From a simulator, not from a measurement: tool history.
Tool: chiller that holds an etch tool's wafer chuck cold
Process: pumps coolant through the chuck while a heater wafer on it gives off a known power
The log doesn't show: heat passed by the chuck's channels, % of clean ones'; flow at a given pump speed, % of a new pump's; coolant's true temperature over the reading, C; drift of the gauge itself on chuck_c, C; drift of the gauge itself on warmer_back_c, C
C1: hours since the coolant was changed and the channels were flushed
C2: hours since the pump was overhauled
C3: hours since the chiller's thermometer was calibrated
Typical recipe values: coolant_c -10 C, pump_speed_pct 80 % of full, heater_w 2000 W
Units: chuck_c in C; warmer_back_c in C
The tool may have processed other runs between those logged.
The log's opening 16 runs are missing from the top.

{"run": 17, "hour": 1471.0, "coolant_c": -10, "pump_speed_pct": 80, "heater_w": 2000, "C1": 345, "C2": 3631, "C3": 2420, "chuck_c": 2.9, "warmer_back_c": 6.29}
{"run": 18, "hour": 1582.1, "coolant_c": -10, "pump_speed_pct": 80, "heater_w": 2000, "C1": 456, "C2": 3742, "C3": 2532, "chuck_c": 3.1, "warmer_back_c": 6.29}
{"run": 19, "hour": 1696.1, "coolant_c": -17, "pump_speed_pct": 93, "heater_w": 1978, "C1": 571, "C2": 3856, "C3": 2646, "chuck_c": -5.6, "warmer_back_c": 5.25}
{"run": 20, "hour": 1784.6, "coolant_c": -17, "pump_speed_pct": 61, "heater_w": 2000, "C1": 659, "C2": 3944, "C3": 2734, "chuck_c": -0.5, "warmer_back_c": 8.51}
{"run": 21, "hour": 1838.5, "coolant_c": -15, "pump_speed_pct": 80, "heater_w": 1674, "C1": 713, "C2": 3998, "C3": 2788, "chuck_c": -4.0, "warmer_back_c": 5.23}
{"run": 22, "hour": 1936.3, "coolant_c": -14, "pump_speed_pct": 80, "heater_w": 1766, "C1": 811, "C2": 4096, "C3": 2886, "chuck_c": -2.5, "warmer_back_c": 5.56}
{"run": 23, "hour": 2036.2, "coolant_c": -14, "pump_speed_pct": 80, "heater_w": 1766, "C1": 911, "C2": 4196, "C3": 2986, "chuck_c": -2.5, "warmer_back_c": 5.53}
{"run": 24, "hour": 2089.9, "coolant_c": -14, "pump_speed_pct": 80, "heater_w": 1766, "C1": 964, "C2": 4249, "C3": 3039, "chuck_c": -2.5, "warmer_back_c": 5.67}
{"hour": 2120.9, "done": "chiller's thermometer calibrated"}
{"run": 25, "hour": 2153.9, "coolant_c": -14, "pump_speed_pct": 80, "heater_w": 1766, "C1": 1027, "C2": 4312, "C3": 33, "chuck_c": -2.1, "warmer_back_c": 5.58}
{"run": 26, "hour": 2244.4, "coolant_c": -14, "pump_speed_pct": 80, "heater_w": 1766, "C1": 1118, "C2": 4403, "C3": 124, "chuck_c": -1.8, "warmer_back_c": 5.65}
{"run": 27, "hour": 2344.8, "coolant_c": -5, "pump_speed_pct": 80, "heater_w": 2000, "C1": 1218, "C2": 4503, "C3": 224, "chuck_c": 8.6, "warmer_back_c": 6.41}
{"run": 28, "hour": 2451.2, "coolant_c": -5, "pump_speed_pct": 80, "heater_w": 2000, "C1": 1325, "C2": 4610, "C3": 330, "chuck_c": 8.9, "warmer_back_c": 6.4}
{"run": 29, "hour": 2572.3, "coolant_c": -10, "pump_speed_pct": 89, "heater_w": 2000, "C1": 1446, "C2": 4731, "C3": 451, "chuck_c": 2.4, "warmer_back_c": 5.76}
{"run": 30, "hour": 2656.1, "coolant_c": -3, "pump_speed_pct": 89, "heater_w": 2000, "C1": 1530, "C2": 4815, "C3": 535, "chuck_c": 9.7, "warmer_back_c": 5.8}
{"run": 31, "hour": 2709.2, "coolant_c": -3, "pump_speed_pct": 89, "heater_w": 2000, "C1": 1583, "C2": 4868, "C3": 588, "chuck_c": 9.7, "warmer_back_c": 5.71}
{"hour": 2741.2, "done": "coolant pump overhauled"}
{"run": 32, "hour": 2792.2, "coolant_c": -3, "pump_speed_pct": 87, "heater_w": 2563, "C1": 1661, "C2": 51, "C3": 666, "chuck_c": 12.1, "warmer_back_c": 6.64}

Forecast each of these 4 alternatives for the next run:
{"run": "A", "hour": 2887.6, "coolant_c": -8, "pump_speed_pct": 87, "heater_w": 1278, "C1": 1756, "C2": 146, "C3": 762, "chuck_c": "?", "warmer_back_c": "?"}
{"run": "B", "hour": 2887.6, "coolant_c": -10, "pump_speed_pct": 80, "heater_w": 2241, "C1": 1756, "C2": 146, "C3": 762, "chuck_c": "?", "warmer_back_c": "?"}
{"run": "C", "hour": 2887.6, "coolant_c": -10, "pump_speed_pct": 62, "heater_w": 2000, "C1": 1756, "C2": 146, "C3": 762, "chuck_c": "?", "warmer_back_c": "?"}
{"run": "D", "hour": 2887.6, "coolant_c": -11, "pump_speed_pct": 91, "heater_w": 2151, "C1": 1756, "C2": 146, "C3": 762, "chuck_c": "?", "warmer_back_c": "?"}

run=A chuck_c=-0.5 warmer_back_c=3.33
run=B chuck_c=4.2 warmer_back_c=6.44
run=C chuck_c=5.6 warmer_back_c=7.47
run=D chuck_c=1.2 warmer_back_c=5.29
Stripped of hidden state, with their random variation kept, the same runs would have yielded:
run=A chuck_c=-0.7 warmer_back_c=3.34
run=B chuck_c=3.8 warmer_back_c=6.46
run=C chuck_c=5.2 warmer_back_c=7.49
run=D chuck_c=0.9 warmer_back_c=5.30

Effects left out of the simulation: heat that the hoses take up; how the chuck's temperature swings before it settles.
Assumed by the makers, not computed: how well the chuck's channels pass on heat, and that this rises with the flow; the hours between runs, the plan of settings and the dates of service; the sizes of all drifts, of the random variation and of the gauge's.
